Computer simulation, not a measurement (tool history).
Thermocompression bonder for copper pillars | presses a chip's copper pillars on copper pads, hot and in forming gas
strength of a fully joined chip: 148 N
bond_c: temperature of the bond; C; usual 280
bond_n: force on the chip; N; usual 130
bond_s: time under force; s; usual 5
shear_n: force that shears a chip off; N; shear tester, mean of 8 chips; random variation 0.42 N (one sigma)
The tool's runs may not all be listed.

{"run": 1, "hour": 0.0, "bond_c": 280, "bond_n": 130, "bond_s": 5, "shear_n": 79.6}
{"hour": 41.0, "done": "forming gas filter changed"}
{"run": 2, "hour": 80.3, "bond_c": 280, "bond_n": 130, "bond_s": 5, "shear_n": 82.9}
{"run": 3, "hour": 133.5, "bond_c": 280, "bond_n": 130, "bond_s": 5, "shear_n": 81.2}
{"hour": 201.4, "done": "forming gas filter changed"}
{"run": 4, "hour": 211.3, "bond_c": 280, "bond_n": 130, "bond_s": 5, "shear_n": 83.6}
{"run": 5, "hour": 255.3, "bond_c": 280, "bond_n": 130, "bond_s": 6, "shear_n": 87.8}
{"run": 6, "hour": 307.4, "bond_c": 280, "bond_n": 130, "bond_s": 6, "shear_n": 86.3}
{"hour": 361.1, "done": "forming gas filter changed"}
{"run": 7, "hour": 385.7, "bond_c": 263, "bond_n": 130, "bond_s": 6, "shear_n": 75.7}
{"run": 8, "hour": 455.5, "bond_c": 263, "bond_n": 130, "bond_s": 6, "shear_n": 73.9}
{"hour": 521.1, "done": "forming gas filter changed"}
{"run": 9, "hour": 527.2, "bond_c": 280, "bond_n": 130, "bond_s": 6, "shear_n": 90.1}
{"run": 10, "hour": 601.2, "bond_c": 301, "bond_n": 130, "bond_s": 5, "shear_n": 99.6}
{"hour": 679.0, "done": "forming gas filter changed"}
{"run": 11, "hour": 686.1, "bond_c": 280, "bond_n": 115, "bond_s": 5, "shear_n": 80.7}
{"run": 12, "hour": 754.2, "bond_c": 280, "bond_n": 130, "bond_s": 5, "shear_n": 84.0}
{"run": 13, "hour": 821.2, "bond_c": 280, "bond_n": 130, "bond_s": 5, "shear_n": 82.8}
{"hour": 841.6, "done": "forming gas filter changed"}
{"run": 14, "hour": 874.1, "bond_c": 280, "bond_n": 130, "bond_s": 5, "shear_n": 85.3}
{"run": 15, "hour": 917.5, "bond_c": 280, "bond_n": 130, "bond_s": 5, "shear_n": 84.8}
{"run": 16, "hour": 955.9, "bond_c": 280, "bond_n": 130, "bond_s": 5, "shear_n": 83.8}
{"hour": 1004.6, "done": "forming gas filter changed"}
{"run": 17, "hour": 1037.3, "bond_c": 280, "bond_n": 130, "bond_s": 5, "shear_n": 86.6}
{"run": 18, "hour": 1110.5, "bond_c": 280, "bond_n": 130, "bond_s": 5, "shear_n": 84.9}
{"run": 19, "hour": 1159.1, "bond_c": 280, "bond_n": 130, "bond_s": 5, "shear_n": 83.6}
{"hour": 1165.8, "done": "forming gas filter changed"}
{"run": 20, "hour": 1215.3, "bond_c": 303, "bond_n": 121, "bond_s": 5, "shear_n": 100.4}
{"run": 21, "hour": 1259.6, "bond_c": 275, "bond_n": 85, "bond_s": 5, "shear_n": 63.2}
{"hour": 1324.2, "done": "forming gas filter changed"}
{"run": 22, "hour": 1343.5, "bond_c": 275, "bond_n": 151, "bond_s": 5, "shear_n": 92.2}
{"run": 23, "hour": 1406.9, "bond_c": 285, "bond_n": 151, "bond_s": 4, "shear_n": 91.8}
{"hour": 1483.2, "done": "forming gas filter changed"}
{"run": 24, "hour": 1492.9, "bond_c": 278, "bond_n": 178, "bond_s": 3, "shear_n": 89.5}
{"run": 25, "hour": 1546.0, "bond_c": 277, "bond_n": 178, "bond_s": 5, "shear_n": 100.4}
{"run": 26, "hour": 1597.2, "bond_c": 277, "bond_n": 178, "bond_s": 5, "shear_n": 98.8}
{"hour": 1641.3, "done": "forming gas filter changed"}
{"run": 27, "hour": 1658.4, "bond_c": 279, "bond_n": 178, "bond_s": 5, "shear_n": 104.8}
{"run": 28, "hour": 1709.4, "bond_c": 304, "bond_n": 81, "bond_s": 5, "shear_n": 82.5}
{"run": 29, "hour": 1765.2, "bond_c": 257, "bond_n": 81, "bond_s": 3, "shear_n": 40.2}
{"hour": 1802.4, "done": "forming gas filter changed"}
{"run": 30, "hour": 1845.8, "bond_c": 280, "bond_n": 130, "bond_s": 13, "shear_n": 114.0}
{"run": 31, "hour": 1927.4, "bond_c": 280, "bond_n": 155, "bond_s": 13, "shear_n": 117.9}
{"hour": 1960.5, "done": "forming gas filter changed"}
{"hour": 1968.0, "done": "heater calibrated with a thermocouple chip"}
{"run": 32, "hour": 1977.7, "bond_c": 270, "bond_n": 84, "bond_s": 12, "shear_n": 73.3}
{"run": 33, "hour": 2052.6, "bond_c": 271, "bond_n": 173, "bond_s": 12, "shear_n": 106.9}
{"hour": 2121.9, "done": "forming gas filter changed"}
{"run": 34, "hour": 2138.4, "bond_c": 271, "bond_n": 173, "bond_s": 12, "shear_n": 109.1}
{"hour": 2157.0, "done": "force cell calibrated"}
{"run": 35, "hour": 2207.0, "bond_c": 273, "bond_n": 86, "bond_s": 14, "shear_n": 83.4}
{"run": 36, "hour": 2241.6, "bond_c": 280, "bond_n": 106, "bond_s": 9, "shear_n": 86.9}
{"hour": 2282.7, "done": "forming gas filter changed"}
{"run": 37, "hour": 2312.4, "bond_c": 267, "bond_n": 130, "bond_s": 11, "shear_n": 94.5}

Forecast each of these 4 alternatives for the next run:
{"run": "A", "hour": 2372.0, "bond_c": 270, "bond_n": 130, "bond_s": 4, "shear_n": "?"}
{"run": "B", "hour": 2372.0, "bond_c": 267, "bond_n": 148, "bond_s": 7, "shear_n": "?"}
{"run": "C", "hour": 2372.0, "bond_c": 267, "bond_n": 153, "bond_s": 4, "shear_n": "?"}
{"run": "D", "hour": 2372.0, "bond_c": 251, "bond_n": 130, "bond_s": 5, "shear_n": "?"}

run=A shear_n=69.2
run=B shear_n=86.7
run=C shear_n=74.0
run=D shear_n=59.7
Without the tool's hidden state the same runs would have given:
run=A shear_n=70.6
run=B shear_n=88.6
run=C shear_n=75.5
run=D shear_n=60.7

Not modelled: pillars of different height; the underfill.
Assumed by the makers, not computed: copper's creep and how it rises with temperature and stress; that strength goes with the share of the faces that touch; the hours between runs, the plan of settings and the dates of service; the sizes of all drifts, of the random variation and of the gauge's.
